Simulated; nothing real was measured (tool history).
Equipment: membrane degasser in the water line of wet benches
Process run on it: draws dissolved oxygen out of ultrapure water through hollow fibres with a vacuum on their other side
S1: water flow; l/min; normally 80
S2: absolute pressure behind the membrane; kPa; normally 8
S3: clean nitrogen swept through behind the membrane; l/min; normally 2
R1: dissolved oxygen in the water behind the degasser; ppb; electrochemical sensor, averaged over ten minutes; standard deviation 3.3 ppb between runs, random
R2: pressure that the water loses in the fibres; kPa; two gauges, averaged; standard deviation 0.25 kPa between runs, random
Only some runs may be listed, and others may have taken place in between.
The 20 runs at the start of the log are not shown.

| run | hour | S1 | S2 | S3 | R1 | R2 |
|---|---|---|---|---|---|---|
| 21 | 1691.5 | 127 | 8.08 | 4.33 | 342.9 | 109.85 |
| 22 | 1766.1 | 80 | 8.55 | 1.78 | 467.3 | 69.46 |
| 23 | 1869.4 | 80 | 8.55 | 1.78 | 465.1 | 69.05 |
| 24 | 1985.7 | 51 | 12.94 | 2 | 506.6 | 44.37 |
| 25 | 2063 | 80 | 9.82 | 0.9 | 890.1 | 69.02 |
| 26 | 2156.5 | 87 | 5.35 | 1.49 | 248.5 | 75.55 |
| 27 | 2262.1 | 87 | 5.35 | 1.49 | 245.7 | 75.34 |
| 28 | 2324.5 | 72 | 18.96 | 1.49 | 1297.7 | 62.18 |
| 29 | 2390.4 | 72 | 18.96 | 1.49 | 1271.6 | 62.71 |
| 30 | 2499.7 | 72 | 9.58 | 1.79 | 507.8 | 62.68 |

For run 31, what comes out?
| 31 | 2618.8 | 72 | 17.65 | 4.19 | ? | ? |

R1: 546.5 ppb
R2: 62.62 kPa
Minus the tool's unlogged condition, the same run would have read R1 541.5 ppb, R2 61.16 kPa.
